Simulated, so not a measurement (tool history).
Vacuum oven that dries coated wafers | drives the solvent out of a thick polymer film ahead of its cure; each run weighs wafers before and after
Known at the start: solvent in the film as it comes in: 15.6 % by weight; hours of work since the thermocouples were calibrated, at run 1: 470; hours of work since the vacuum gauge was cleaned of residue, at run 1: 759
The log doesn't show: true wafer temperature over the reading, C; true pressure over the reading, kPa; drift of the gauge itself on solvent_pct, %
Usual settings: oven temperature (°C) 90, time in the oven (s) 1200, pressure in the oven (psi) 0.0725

run	hour	oven temperature (°C)	time in the oven (s)	pressure in the oven (psi)	hours of work since the thermocouples were calibrated	hours of work since the vacuum gauge was cleaned of residue	solvent left in the film (%)
1	0	90	1200	0.0725	470	759	0.75
2	30.8	82	1200	0.0725	488	777	2.24
3	69.1	82	1200	0.0725	511	800	2.25
4	95.5	82	1200	0.0725	527	816	2.25
5	114.1	82	1200	0.0725	538	827	2.28
6	149.6	82	1200	0.0725	559	848	2.3
7	184.1	90	1200	0.0867	580	869	0.82
8	225.2	90	1200	0.0867	604	893	0.83
9	264.7	90	1200	0.0867	628	917	0.84
10	285.3	90	1200	0.0867	640	929	0.83
11	318.8	90	1200	0.0725	660	949	0.8
12	340.5	90	1200	0.0725	673	962	0.81
13	372.4	90	1200	0.0725	692	981	0.8
14	402.6	90	1200	0.0725	710	999	0.8
15	421	90	1200	0.0725	721	1010	0.79
16	448.6	90	1200	0.0725	738	1027	0.8
17	468.4	90	1200	0.0725	749	1038	0.81
18	504.6	90	1200	0.0725	771	1060	0.83
19	545.6	90	1200	0.0725	795	1085	0.83
20	584.4	90	1200	0.0725	818	1108	0.82
21	607.9	90	960	0.0725	832	1122	1.3
22	646.6	90	960	0.0725	856	1145	1.32
23	666.7	90	960	0.0725	868	1157	1.34
# hour 672.2: oven's thermocouples calibrated
24	710.3	90	960	0.0725	23	1182	1.26
25	736.2	90	960	0.1997	38	1197	1.56
26	773.9	105	1080	0.1134	61	1220	0.2
27	793	105	1020	0.2899	72	1231	0.45
28	826.2	105	1020	0.2899	92	1251	0.42
29	846.1	105	780	0.2899	104	1263	0.53
30	885.2	76	960	0.0461	127	1286	5.03
31	908.9	76	840	0.0769	141	1300	5.73
32	927	87	660	0.1249	152	1311	3.47
33	962	88	960	0.2469	173	1332	2.08
34	984.7	88	960	0.2469	186	1345	2.12
35	1015.3	88	1440	0.2469	205	1363	1.19
36	1049.3	88	1440	0.1112	225	1384	0.85
37	1073.2	83	600	0.0521	239	1398	4.98
38	1099.1	76	1200	0.0725	255	1413	4.13
39	1129	77	1200	0.2454	272	1431	4.37
40	1171.3	86	780	0.0725	298	1457	2.99
41	1207.6	100	780	0.0725	319	1478	0.5
42	1227.1	76	1200	0.1455	331	1490	4.39
43	1250.7	76	1080	0.1075	345	1504	4.74
44	1273.7	98	1080	0.1075	359	1518	0.37
45	1293.8	98	1020	0.125	371	1530	0.45
46	1314.4	80	600	0.0592	383	1542	6.02
47	1341.1	76	1620	0.0786	399	1558	2.96

How the hidden state differs across the entries between the runs, from the last listed run before each to the first after it:
Between runs 23 and 24: oven's thermocouples calibrated (hour 672.2)
  true wafer temperature over the reading, C: -0.61 -> -0.28; true pressure over the reading, kPa: 0.171 -> 0.175
  measured less the result without the state, solvent left in the film (%): +0.16 -> +0.1
